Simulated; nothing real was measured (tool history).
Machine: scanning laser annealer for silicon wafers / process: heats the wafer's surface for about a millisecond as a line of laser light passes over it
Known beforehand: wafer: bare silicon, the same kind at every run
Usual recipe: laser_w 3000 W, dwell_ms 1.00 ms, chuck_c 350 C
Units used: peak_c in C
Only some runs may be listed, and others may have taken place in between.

run,hour,laser_w,dwell_ms,chuck_c,peak_c
1,0.0,3000,1.00,350,1148
2,11.6,2808,1.00,350,1099
3,27.6,2808,1.00,350,1099
4,40.1,2808,1.00,350,1100
5,55.2,3000,1.04,350,1163
6,73.1,3000,1.04,350,1166
7,87.7,3000,1.04,350,1164
8,96.4,3000,1.00,350,1146
9,108.0,3000,1.00,350,1146
10,122.7,3000,1.00,350,1146
11,134.9,3000,1.00,387,1181
12,145.0,3000,1.00,387,1179
13,156.6,2616,1.00,371,1067
14,164.6,2616,1.00,371,1067
15,177.5,3228,1.12,348,1253
16,196.2,3228,1.12,348,1249
17,210.9,3228,0.71,317,1018
18,223.8,3228,0.71,317,1019
19,241.4,2835,0.94,335,1059
20,253.6,3171,0.98,350,1174
21,270.8,3171,0.98,350,1170
22,283.4,3171,0.98,350,1170
23,300.1,3171,0.98,350,1172

4 options for the next run, each taken on its own from the tool as it stands now. Forecast them:
A,309.0,2798,1.04,368,?
B,309.0,3271,0.71,377,?
C,309.0,2552,0.86,383,?
D,309.0,3000,1.00,368,?

run,peak_c
A,1118
B,1085
C,1005
D,1156
What these runs would have given with no unlogged condition in the tool:
run,peak_c
A,1155
B,1120
C,1036
D,1195
